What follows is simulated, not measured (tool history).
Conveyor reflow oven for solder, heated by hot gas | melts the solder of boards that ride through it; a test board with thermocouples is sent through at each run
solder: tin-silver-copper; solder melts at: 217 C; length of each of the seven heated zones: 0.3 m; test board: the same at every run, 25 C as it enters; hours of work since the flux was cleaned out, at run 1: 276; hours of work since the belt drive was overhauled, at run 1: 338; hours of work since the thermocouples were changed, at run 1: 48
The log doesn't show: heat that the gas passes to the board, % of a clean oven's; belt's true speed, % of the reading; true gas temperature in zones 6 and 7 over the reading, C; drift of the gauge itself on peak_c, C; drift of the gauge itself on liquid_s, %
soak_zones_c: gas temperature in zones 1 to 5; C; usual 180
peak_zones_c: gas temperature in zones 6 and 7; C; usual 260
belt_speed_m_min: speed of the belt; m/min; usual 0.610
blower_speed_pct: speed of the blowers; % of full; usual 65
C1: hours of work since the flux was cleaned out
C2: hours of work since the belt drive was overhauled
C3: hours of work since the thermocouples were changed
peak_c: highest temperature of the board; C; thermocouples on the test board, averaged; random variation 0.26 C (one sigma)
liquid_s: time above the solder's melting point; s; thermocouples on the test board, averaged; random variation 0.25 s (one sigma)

Run 1, hour 0.0: usual settings; C1 276; C2 338; C3 48. Result: peak_c 243.2 C, liquid_s 39.8 s.
Run 2, hour 10.9: usual settings but peak_zones_c 249 C; C1 284; C2 346; C3 55. Result: peak_c 233.9 C, liquid_s 31.6 s.
Run 3, hour 23.5: usual settings but peak_zones_c 249 C; C1 293; C2 355; C3 65. Result: peak_c 233.9 C, liquid_s 31.6 s.
Run 4, hour 31.2: usual settings but peak_zones_c 249 C; C1 299; C2 361; C3 70. Result: peak_c 233.5 C, liquid_s 31.7 s.
Run 5, hour 43.1: usual settings but peak_zones_c 249 C; C1 308; C2 369; C3 79. Result: peak_c 233.2 C, liquid_s 31.8 s.
Run 6, hour 53.7: usual settings but peak_zones_c 249 C; C1 315; C2 377; C3 86. Result: peak_c 233.6 C, liquid_s 31.4 s.
Run 7, hour 60.5: usual settings but blower_speed_pct 77 % of full; C1 320; C2 382; C3 91. Result: peak_c 245.0 C, liquid_s 41.4 s.
Run 8, hour 73.5: usual settings but blower_speed_pct 77 % of full; C1 330; C2 391; C3 101. Result: peak_c 245.1 C, liquid_s 41.6 s.
Run 9, hour 86.7: usual settings; C1 339; C2 401; C3 110. Result: peak_c 243.2 C, liquid_s 39.3 s.
Run 10, hour 93.7: usual settings; C1 344; C2 406; C3 115. Result: peak_c 242.6 C, liquid_s 39.3 s.
Run 11, hour 103.2: usual settings; C1 351; C2 413; C3 122. Result: peak_c 243.2 C, liquid_s 39.2 s.
At hour 113.4: flux residue cleaned out of gas plates and filters.
Run 12, hour 118.2: usual settings; C1 3; C2 420; C3 130. Result: peak_c 244.6 C, liquid_s 41.6 s.
Run 13, hour 127.0: usual settings; C1 10; C2 426; C3 136. Result: peak_c 244.3 C, liquid_s 41.8 s.
Run 14, hour 136.5: usual settings; C1 17; C2 433; C3 143. Result: peak_c 245.4 C, liquid_s 41.4 s.
Run 15, hour 146.5: usual settings; C1 24; C2 441; C3 150. Result: peak_c 244.8 C, liquid_s 41.2 s.
Run 16, hour 157.4: usual settings; C1 32; C2 448; C3 158. Result: peak_c 244.3 C, liquid_s 41.3 s.
Run 17, hour 165.8: usual settings but soak_zones_c 192 C, blower_speed_pct 51 % of full; C1 38; C2 455; C3 164. Result: peak_c 244.0 C, liquid_s 44.6 s.
Run 18, hour 175.5: usual settings but soak_zones_c 192 C, blower_speed_pct 51 % of full; C1 45; C2 462; C3 171. Result: peak_c 243.8 C, liquid_s 44.3 s.
Run 19, hour 188.4: usual settings but soak_zones_c 193 C, blower_speed_pct 73 % of full; C1 54; C2 471; C3 180. Result: peak_c 248.4 C, liquid_s 48.7 s.
Run 20, hour 199.8: usual settings but peak_zones_c 267 C, belt_speed_m_min 0.534 m/min; C1 63; C2 479; C3 189. Result: peak_c 253.8 C, liquid_s 55.1 s.
Run 21, hour 208.6: usual settings but soak_zones_c 178 C, belt_speed_m_min 0.656 m/min; C1 69; C2 486; C3 195. Result: peak_c 242.0 C, liquid_s 35.0 s.
Run 22, hour 216.2: usual settings but soak_zones_c 175 C, peak_zones_c 264 C, belt_speed_m_min 0.525 m/min, blower_speed_pct 78 % of full; C1 75; C2 491; C3 201. Result: peak_c 253.1 C, liquid_s 54.3 s.
Run 23, hour 222.8: usual settings but soak_zones_c 184 C, blower_speed_pct 57 % of full; C1 79; C2 496; C3 205. Result: peak_c 243.5 C, liquid_s 41.6 s.
Run 24, hour 233.9: usual settings but soak_zones_c 184 C, peak_zones_c 275 C, belt_speed_m_min 0.719 m/min, blower_speed_pct 80 % of full; C1 87; C2 504; C3 214. Result: peak_c 255.1 C, liquid_s 40.8 s.
Run 25, hour 243.7: usual settings but soak_zones_c 167 C, peak_zones_c 267 C, blower_speed_pct 76 % of full; C1 94; C2 511; C3 221. Result: peak_c 249.5 C, liquid_s 41.7 s.
Run 26, hour 257.4: usual settings but peak_zones_c 263 C, belt_speed_m_min 0.632 m/min; C1 104; C2 521; C3 231. Result: peak_c 245.6 C, liquid_s 39.7 s.
Run 27, hour 268.0: usual settings but peak_zones_c 250 C, belt_speed_m_min 0.681 m/min; C1 112; C2 529; C3 238. Result: peak_c 232.9 C, liquid_s 26.4 s.
Run 28, hour 281.4: usual settings but soak_zones_c 176 C, peak_zones_c 250 C, belt_speed_m_min 0.568 m/min, blower_speed_pct 66 % of full; C1 122; C2 538; C3 248. Result: peak_c 236.4 C, liquid_s 37.4 s.
Run 29, hour 293.8: usual settings but soak_zones_c 188 C, peak_zones_c 272 C, belt_speed_m_min 0.568 m/min, blower_speed_pct 53 % of full; C1 131; C2 547; C3 257. Result: peak_c 255.9 C, liquid_s 54.4 s.
Run 30, hour 303.6: usual settings but blower_speed_pct 80 % of full; C1 138; C2 554; C3 264. Result: peak_c 246.5 C, liquid_s 43.1 s.

Measured less the same run without the tool's hidden state. The same run-to-run variation is in both; the gauge's scatter may not be:
run  peak_c  liquid_s
  1    -1.7      -1.5
  2    -1.7      -2.2
  3    -1.8      -2.3
  4    -1.8      -2.3
  5    -1.8      -2.4
  6    -1.9      -2.4
  7    -2.2      -1.7
  8    -2.3      -1.8
  9    -2.3      -1.9
 10    -2.2      -2.0
 11    -2.3      -2.0
 12    -0.3      +0.2
 13    -0.4      +0.1
 14    -0.3      +0.0
 15    -0.4      +0.1
 16    -0.5      +0.1
 17    -0.5      +0.0
 18    -0.5      +0.0
 19    -0.6      +0.0
 20    -0.7      +0.1
 21    -0.8      -0.3
 22    -0.8      -0.1
 23    -0.8      -0.3
 24    -1.0      -0.1
 25    -1.1      -0.3
 26    -1.0      -0.4
 27    -1.0      -1.0
 28    -1.1      -0.9
 29    -1.1      -0.1
 30    -1.3      -0.6

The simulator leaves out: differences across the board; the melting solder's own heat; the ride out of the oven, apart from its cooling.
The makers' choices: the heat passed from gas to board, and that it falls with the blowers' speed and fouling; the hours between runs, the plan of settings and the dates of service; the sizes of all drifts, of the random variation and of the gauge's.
